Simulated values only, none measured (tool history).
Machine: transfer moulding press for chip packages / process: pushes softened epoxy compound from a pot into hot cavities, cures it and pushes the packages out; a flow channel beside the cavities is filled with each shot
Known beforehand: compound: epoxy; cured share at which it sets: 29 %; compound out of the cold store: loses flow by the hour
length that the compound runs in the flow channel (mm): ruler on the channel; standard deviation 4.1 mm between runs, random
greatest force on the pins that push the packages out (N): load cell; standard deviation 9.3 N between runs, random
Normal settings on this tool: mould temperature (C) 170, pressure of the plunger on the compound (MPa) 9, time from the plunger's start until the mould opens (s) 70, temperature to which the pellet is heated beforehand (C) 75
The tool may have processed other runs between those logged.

run,hour,mould temperature (C),pressure of the plunger on the compound (MPa),time from the plunger's start until the mould opens (s),temperature to which the pellet is heated beforehand (C),incoming compound's hours out of the cold store,length that the compound runs in the flow channel (mm),greatest force on the pins that push the packages out (N)
1,0,170,9,70,75,44.3,588,471
2,13.5,170,9,70,75,20.3,631,574
3,27.1,170,9,70,75,25.8,620,615
4,48.3,170,9,70,75,31,603,491
5,67.3,170,9,70,75,24.5,620,641
6,78.3,170,9,70,75,13.4,653,689
7,99.5,170,9,70,75,18.5,622,558
8,110.6,170,9,70,75,32.7,604,587
9,124.6,170,9,70,75,34.9,590,650
10,144.6,170,9,70,75,27.4,612,504
11,154.9,170,9,70,75,43.1,569,534
12,169.7,170,9,70,75,20.7,614,638
13,180.8,170,9,70,75,12.6,631,720
14,200.9,170,9,70,75,27.6,599,549
15,221.3,170,9,70,68,32.1,584,627
16,238.1,170,9,70,68,23.9,606,475
17,256.6,170,9,70,68,44.4,563,557
18,272.5,170,9,70,68,42.5,561,627
19,286.2,170,9,70,71,36.1,573,438
20,297.1,170,10.63,74,70,32.6,633,461
21,314.2,169,7.94,68,74,40.9,532,708
22,324.5,175,9.18,69,73,41.4,546,445
23,343.5,175,9.18,69,73,24.8,579,377
24,362.5,170,9,70,79,42.1,592,572
25,379.9,176,8.87,69,79,15.5,619,448
26,394.1,174,9,70,75,16.9,627,368
27,412.2,166,10.9,87,69,32.1,685,479

Not shown here: 10 entries made in the log between runs. Locate each between two listed runs and compare the hidden state at the listed run before it with the hidden state at the listed run after it:
Run 3 -> run 4: cavities cleaned with cleaning compound and waxed (hour 34.9)
  true mould temperature over the reading, C: 0.95 -> 0.97; pressure that reaches the compound, % of what is set: 97.87 -> 97.26; grip of the stained cavities, % over clean ones': 61.4 -> 28.7
  difference, measured minus the result without the unlogged condition, length that the compound runs in the flow channel (mm): -10 -> -11; greatest force on the pins that push the packages out (N): +202 -> +77
Run 4 -> run 5: mould's thermocouples calibrated (hour 53.3)
  true mould temperature over the reading, C: 0.97 -> 0.09; pressure that reaches the compound, % of what is set: 97.26 -> 96.75; grip of the stained cavities, % over clean ones': 28.7 -> 52.2
  difference, measured minus the result without the unlogged condition, length that the compound runs in the flow channel (mm): -11 -> -11; greatest force on the pins that push the packages out (N): +77 -> +217
Run 6 -> run 7: cavities cleaned with cleaning compound and waxed (hour 86.2)
  true mould temperature over the reading, C: 0.1 -> 0.13; pressure that reaches the compound, % of what is set: 96.41 -> 95.8; grip of the stained cavities, % over clean ones': 61.3 -> 31.5
  difference, measured minus the result without the unlogged condition, length that the compound runs in the flow channel (mm): -13 -> -14; greatest force on the pins that push the packages out (N): +257 -> +130
Run 9 -> run 10: cavities cleaned with cleaning compound and waxed (hour 135)
  true mould temperature over the reading, C: 0.16 -> 0.19; pressure that reaches the compound, % of what is set: 95 -> 94.44; grip of the stained cavities, % over clean ones': 59.9 -> 21.3
  difference, measured minus the result without the unlogged condition, length that the compound runs in the flow channel (mm): -16 -> -18; greatest force on the pins that push the packages out (N): +239 -> +81
Run 13 -> run 14: cavities cleaned with cleaning compound and waxed (hour 184.2)
  true mould temperature over the reading, C: 0.24 -> 0.26; pressure that reaches the compound, % of what is set: 93.34 -> 92.81; grip of the stained cavities, % over clean ones': 64.8 -> 37
  difference, measured minus the result without the unlogged condition, length that the compound runs in the flow channel (mm): -23 -> -23; greatest force on the pins that push the packages out (N): +273 -> +141
Run 15 -> run 16: cavities cleaned with cleaning compound and waxed (hour 233)
  true mould temperature over the reading, C: 0.29 -> 0.31; pressure that reaches the compound, % of what is set: 92.16 -> 91.67; grip of the stained cavities, % over clean ones': 60.3 -> 12.7
  difference, measured minus the result without the unlogged condition, length that the compound runs in the flow channel (mm): -25 -> -28; greatest force on the pins that push the packages out (N): +226 -> +42
Run 18 -> run 19: cavities cleaned with cleaning compound and waxed (hour 282.3)
  true mould temperature over the reading, C: 0.35 -> 0.37; pressure that reaches the compound, % of what is set: 90.58 -> 90.19; grip of the stained cavities, % over clean ones': 58.9 -> 10.9
  difference, measured minus the result without the unlogged condition, length that the compound runs in the flow channel (mm): -30 -> -32; greatest force on the pins that push the packages out (N): +223 -> +31
Run 22 -> run 23: cavities cleaned with cleaning compound and waxed (hour 332.5)
  true mould temperature over the reading, C: 0.43 -> 0.45; pressure that reaches the compound, % of what is set: 88.98 -> 88.43; grip of the stained cavities, % over clean ones': 61.9 -> 25.5
  difference, measured minus the result without the unlogged condition, length that the compound runs in the flow channel (mm): -35 -> -38; greatest force on the pins that push the packages out (N): +165 -> +66
Run 23 -> run 24: plunger's sealing rings changed (hour 356.6)
  true mould temperature over the reading, C: 0.45 -> 0.47; pressure that reaches the compound, % of what is set: 88.43 -> 99.54; grip of the stained cavities, % over clean ones': 25.5 -> 49.1
  difference, measured minus the result without the unlogged condition, length that the compound runs in the flow channel (mm): -38 -> -3; greatest force on the pins that push the packages out (N): +66 -> +173
Run 25 -> run 26: cavities cleaned with cleaning compound and waxed (hour 385)
  true mould temperature over the reading, C: 0.5 -> 0.51; pressure that reaches the compound, % of what is set: 98.99 -> 98.6; grip of the stained cavities, % over clean ones': 63.4 -> 23.3
  difference, measured minus the result without the unlogged condition, length that the compound runs in the flow channel (mm): -4 -> -6; greatest force on the pins that push the packages out (N): +165 -> +59
